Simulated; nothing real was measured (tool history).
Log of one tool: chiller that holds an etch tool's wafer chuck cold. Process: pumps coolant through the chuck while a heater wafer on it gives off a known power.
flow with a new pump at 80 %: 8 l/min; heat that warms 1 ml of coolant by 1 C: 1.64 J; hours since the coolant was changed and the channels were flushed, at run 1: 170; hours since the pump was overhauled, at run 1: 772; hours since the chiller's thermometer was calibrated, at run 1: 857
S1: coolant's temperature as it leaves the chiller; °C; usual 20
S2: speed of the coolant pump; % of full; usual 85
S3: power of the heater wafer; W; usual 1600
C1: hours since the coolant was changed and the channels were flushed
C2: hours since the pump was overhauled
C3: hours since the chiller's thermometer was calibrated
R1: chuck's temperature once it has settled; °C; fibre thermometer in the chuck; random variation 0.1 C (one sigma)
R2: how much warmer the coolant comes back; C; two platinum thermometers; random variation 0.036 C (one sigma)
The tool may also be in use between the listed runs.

run   hour  S1  S2    S3   C1    C2    C3    R1     R2
  1    0.0  20  85  1600  170   772   857  38.1   6.82
  2   14.5  20  85  1600  184   787   871  38.1   6.78
  3   39.1  20  85  1600  209   812   896  38.1   6.76
  4   62.1  20  85  1600  232   835   919  38.0   6.77
  5   83.4  20  85  1600  253   856   940  37.9   6.81
  6  107.4  20  85  1600  277   880   964  38.1   6.80
  7  132.1  20  85  1600  302   905   989  38.0   6.70
  8  154.1  20  85   989  324   927  1011  30.9   4.04
  9  182.0  20  85   989  352   954  1038  31.2   4.14
 10  206.3  20  85   989  376   979  1063  31.1   3.97
 11  237.5  20  85   989  407  1010  1094  31.2   3.99
 12  265.2  20  85   989  435  1038  1122  31.2   3.98
 13  282.6  20  85  1475  452  1055  1139  36.7   6.08
     298.5  -- gauge calibrated
 14  302.3  20  85  1453  472  1075  1159  36.4   6.22
 15  334.2  20  79  1453  504  1107  1191  37.4   6.66
 16  361.7  20  79  1453  532  1134  1218  37.4   6.69
 17  375.3  20  79   849  545  1148  1232  30.1   3.85
 18  405.9  20  94  1619  576  1178  1262  37.0   6.12
 19  435.0  10  79  1130  605  1208  1292  23.5   5.14
 20  462.8  10  79  1130  633  1235  1319  23.4   5.07
 21  486.8  20  85  2152  657  1259  1343  44.3   9.03
 22  511.0  20  85  1259  681  1283  1368  34.3   5.16
 23  540.4  13  72  2384  710  1313  1397  43.7  12.02
 24  570.0  16  85  1392  740  1343  1427  31.8   5.74
 25  593.7  12  61  1461  764  1366  1450  33.2   8.72
 26  623.3  20  75  1409  793  1396  1480  37.5   6.59
 27  643.6  13  73  1536  813  1416  1500  32.4   7.43
 28  663.6  22  69  1321  833  1436  1520  39.3   6.76
 29  685.4  20  73  1600  855  1458  1542  40.3   7.71
 30  714.3  22  61  2218  884  1487  1571  54.2  13.30
 31  736.1  12  71  1600  906  1509  1593  32.8   7.90
 32  759.7  23  79  1045  930  1532  1616  35.4   4.38
 33  788.7  20  76   877  959  1561  1645  30.7   3.75

3 ways to go on from here, each from the tool as it stands after run 33. What would each give?
  A  809.2  20  80  1519  979  1582  1666   ?   ?
  B  809.2  20  76  2136  979  1582  1666   ?   ?
  C  809.2  15  70  2098  979  1582  1666   ?   ?

run    R1     R2
  A  38.0   6.47
  B  46.4   9.88
  C  42.5  10.58
Without the tool's hidden state the same runs would have given:
run    R1     R2
  A  38.0   6.95
  B  46.4  10.35
  C  42.4  11.05
